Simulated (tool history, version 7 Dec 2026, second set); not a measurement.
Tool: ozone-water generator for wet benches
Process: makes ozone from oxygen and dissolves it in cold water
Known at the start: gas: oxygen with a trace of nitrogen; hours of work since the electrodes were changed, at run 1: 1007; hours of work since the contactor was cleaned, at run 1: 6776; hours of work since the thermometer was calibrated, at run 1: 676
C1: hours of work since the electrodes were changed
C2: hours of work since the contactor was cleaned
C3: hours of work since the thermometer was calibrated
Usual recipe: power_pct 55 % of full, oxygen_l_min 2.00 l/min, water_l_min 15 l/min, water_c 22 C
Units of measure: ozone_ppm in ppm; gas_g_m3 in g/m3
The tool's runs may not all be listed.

{"run": 1, "hour": 0.0, "power_pct": 55, "oxygen_l_min": 2.0, "water_l_min": 15, "water_c": 22, "C1": 1007, "C2": 6776, "C3": 676, "ozone_ppm": 10.7, "gas_g_m3": 196.6}
{"run": 2, "hour": 37.0, "power_pct": 55, "oxygen_l_min": 1.26, "water_l_min": 15, "water_c": 22, "C1": 1039, "C2": 6809, "C3": 709, "ozone_ppm": 9.0, "gas_g_m3": 236.9}
{"run": 3, "hour": 61.5, "power_pct": 55, "oxygen_l_min": 2.0, "water_l_min": 15, "water_c": 22, "C1": 1061, "C2": 6831, "C3": 731, "ozone_ppm": 10.7, "gas_g_m3": 195.5}
{"run": 4, "hour": 85.5, "power_pct": 55, "oxygen_l_min": 2.0, "water_l_min": 15, "water_c": 22, "C1": 1083, "C2": 6852, "C3": 753, "ozone_ppm": 10.6, "gas_g_m3": 195.0}
{"run": 5, "hour": 111.3, "power_pct": 55, "oxygen_l_min": 2.0, "water_l_min": 15, "water_c": 22, "C1": 1106, "C2": 6875, "C3": 776, "ozone_ppm": 10.7, "gas_g_m3": 196.7}
{"run": 6, "hour": 150.5, "power_pct": 55, "oxygen_l_min": 2.0, "water_l_min": 15, "water_c": 22, "C1": 1141, "C2": 6910, "C3": 810, "ozone_ppm": 10.6, "gas_g_m3": 197.1}
{"run": 7, "hour": 181.9, "power_pct": 55, "oxygen_l_min": 2.0, "water_l_min": 15, "water_c": 22, "C1": 1168, "C2": 6938, "C3": 838, "ozone_ppm": 10.7, "gas_g_m3": 195.3}
{"run": 8, "hour": 221.9, "power_pct": 55, "oxygen_l_min": 2.0, "water_l_min": 15, "water_c": 22, "C1": 1204, "C2": 6974, "C3": 874, "ozone_ppm": 10.6, "gas_g_m3": 195.1}
{"run": 9, "hour": 241.4, "power_pct": 55, "oxygen_l_min": 2.0, "water_l_min": 15, "water_c": 22, "C1": 1221, "C2": 6991, "C3": 891, "ozone_ppm": 10.4, "gas_g_m3": 196.1}
{"run": 10, "hour": 269.0, "power_pct": 55, "oxygen_l_min": 2.93, "water_l_min": 15, "water_c": 22, "C1": 1246, "C2": 7015, "C3": 916, "ozone_ppm": 11.4, "gas_g_m3": 166.3}
{"run": 11, "hour": 292.3, "power_pct": 55, "oxygen_l_min": 2.0, "water_l_min": 15, "water_c": 22, "C1": 1267, "C2": 7036, "C3": 937, "ozone_ppm": 10.4, "gas_g_m3": 196.4}
{"run": 12, "hour": 327.2, "power_pct": 55, "oxygen_l_min": 2.0, "water_l_min": 15, "water_c": 22, "C1": 1298, "C2": 7067, "C3": 968, "ozone_ppm": 10.6, "gas_g_m3": 194.7}
{"run": 13, "hour": 352.5, "power_pct": 55, "oxygen_l_min": 2.0, "water_l_min": 15, "water_c": 22, "C1": 1320, "C2": 7090, "C3": 990, "ozone_ppm": 10.7, "gas_g_m3": 195.8}
{"run": 14, "hour": 378.1, "power_pct": 55, "oxygen_l_min": 2.0, "water_l_min": 15, "water_c": 22, "C1": 1343, "C2": 7113, "C3": 1013, "ozone_ppm": 10.4, "gas_g_m3": 195.3}
{"run": 15, "hour": 402.5, "power_pct": 55, "oxygen_l_min": 2.0, "water_l_min": 15, "water_c": 22, "C1": 1365, "C2": 7134, "C3": 1035, "ozone_ppm": 10.5, "gas_g_m3": 195.1}
{"run": 16, "hour": 425.7, "power_pct": 55, "oxygen_l_min": 2.0, "water_l_min": 15, "water_c": 22, "C1": 1385, "C2": 7155, "C3": 1055, "ozone_ppm": 10.6, "gas_g_m3": 194.0}
{"hour": 431.9, "done": "contactor cleaned"}
{"run": 17, "hour": 447.0, "power_pct": 55, "oxygen_l_min": 2.0, "water_l_min": 15, "water_c": 22, "C1": 1401, "C2": 13, "C3": 1071, "ozone_ppm": 9.8, "gas_g_m3": 194.7}
{"run": 18, "hour": 470.3, "power_pct": 55, "oxygen_l_min": 2.48, "water_l_min": 11, "water_c": 22, "C1": 1421, "C2": 34, "C3": 1091, "ozone_ppm": 13.6, "gas_g_m3": 179.4}
{"run": 19, "hour": 499.8, "power_pct": 58, "oxygen_l_min": 2.48, "water_l_min": 12, "water_c": 29, "C1": 1448, "C2": 60, "C3": 1118, "ozone_ppm": 11.9, "gas_g_m3": 184.2}
{"run": 20, "hour": 528.2, "power_pct": 90, "oxygen_l_min": 2.06, "water_l_min": 16, "water_c": 26, "C1": 1473, "C2": 86, "C3": 1143, "ozone_ppm": 13.4, "gas_g_m3": 281.6}
{"run": 21, "hour": 547.8, "power_pct": 58, "oxygen_l_min": 2.0, "water_l_min": 15, "water_c": 19, "C1": 1490, "C2": 103, "C3": 1160, "ozone_ppm": 10.7, "gas_g_m3": 202.9}
{"run": 22, "hour": 570.3, "power_pct": 58, "oxygen_l_min": 2.0, "water_l_min": 15, "water_c": 19, "C1": 1510, "C2": 123, "C3": 1180, "ozone_ppm": 10.7, "gas_g_m3": 200.3}
{"run": 23, "hour": 596.9, "power_pct": 50, "oxygen_l_min": 1.8, "water_l_min": 21, "water_c": 22, "C1": 1534, "C2": 147, "C3": 1204, "ozone_ppm": 6.3, "gas_g_m3": 190.6}
{"run": 24, "hour": 629.2, "power_pct": 55, "oxygen_l_min": 1.82, "water_l_min": 17, "water_c": 22, "C1": 1563, "C2": 176, "C3": 1233, "ozone_ppm": 8.8, "gas_g_m3": 202.2}
{"hour": 636.5, "done": "contactor cleaned, once more"}
{"run": 25, "hour": 650.5, "power_pct": 55, "oxygen_l_min": 1.01, "water_l_min": 17, "water_c": 22, "C1": 1578, "C2": 12, "C3": 1248, "ozone_ppm": 7.6, "gas_g_m3": 258.6}
{"run": 26, "hour": 671.9, "power_pct": 55, "oxygen_l_min": 1.01, "water_l_min": 17, "water_c": 22, "C1": 1597, "C2": 32, "C3": 1267, "ozone_ppm": 7.8, "gas_g_m3": 259.6}
{"run": 27, "hour": 700.8, "power_pct": 57, "oxygen_l_min": 2.0, "water_l_min": 9, "water_c": 16, "C1": 1623, "C2": 57, "C3": 1293, "ozone_ppm": 19.1, "gas_g_m3": 199.3}
{"run": 28, "hour": 734.5, "power_pct": 73, "oxygen_l_min": 2.0, "water_l_min": 9, "water_c": 16, "C1": 1653, "C2": 87, "C3": 1323, "ozone_ppm": 23.3, "gas_g_m3": 242.5}
{"run": 29, "hour": 758.6, "power_pct": 49, "oxygen_l_min": 2.08, "water_l_min": 17, "water_c": 16, "C1": 1674, "C2": 109, "C3": 1344, "ozone_ppm": 9.8, "gas_g_m3": 173.7}
{"run": 30, "hour": 781.8, "power_pct": 82, "oxygen_l_min": 2.54, "water_l_min": 20, "water_c": 22, "C1": 1695, "C2": 129, "C3": 1365, "ozone_ppm": 12.3, "gas_g_m3": 237.9}
{"run": 31, "hour": 800.8, "power_pct": 85, "oxygen_l_min": 2.93, "water_l_min": 22, "water_c": 22, "C1": 1712, "C2": 146, "C3": 1382, "ozone_ppm": 12.0, "gas_g_m3": 231.7}
{"run": 32, "hour": 827.8, "power_pct": 85, "oxygen_l_min": 2.93, "water_l_min": 22, "water_c": 22, "C1": 1736, "C2": 170, "C3": 1406, "ozone_ppm": 12.1, "gas_g_m3": 232.6}

Alternative continuations, all from the tool just after run 32; predict every row:
{"run": "A", "hour": 857.5, "power_pct": 54, "oxygen_l_min": 2.0, "water_l_min": 15, "water_c": 29, "C1": 1762, "C2": 197, "C3": 1432, "ozone_ppm": "?", "gas_g_m3": "?"}
{"run": "B", "hour": 857.5, "power_pct": 83, "oxygen_l_min": 2.0, "water_l_min": 15, "water_c": 22, "C1": 1762, "C2": 197, "C3": 1432, "ozone_ppm": "?", "gas_g_m3": "?"}
{"run": "C", "hour": 857.5, "power_pct": 52, "oxygen_l_min": 1.19, "water_l_min": 15, "water_c": 29, "C1": 1762, "C2": 197, "C3": 1432, "ozone_ppm": "?", "gas_g_m3": "?"}
{"run": "D", "hour": 857.5, "power_pct": 58, "oxygen_l_min": 2.6, "water_l_min": 15, "water_c": 22, "C1": 1762, "C2": 197, "C3": 1432, "ozone_ppm": "?", "gas_g_m3": "?"}

run=A ozone_ppm=10.2 gas_g_m3=191.4
run=B ozone_ppm=15.4 gas_g_m3=267.4
run=C ozone_ppm=8.7 gas_g_m3=231.0
run=D ozone_ppm=12.5 gas_g_m3=181.3
Stripped of hidden state, with their random variation kept, the same runs would have yielded:
run=A ozone_ppm=10.7 gas_g_m3=198.3
run=B ozone_ppm=16.3 gas_g_m3=281.2
run=C ozone_ppm=9.0 gas_g_m3=239.0
run=D ozone_ppm=13.1 gas_g_m3=188.3
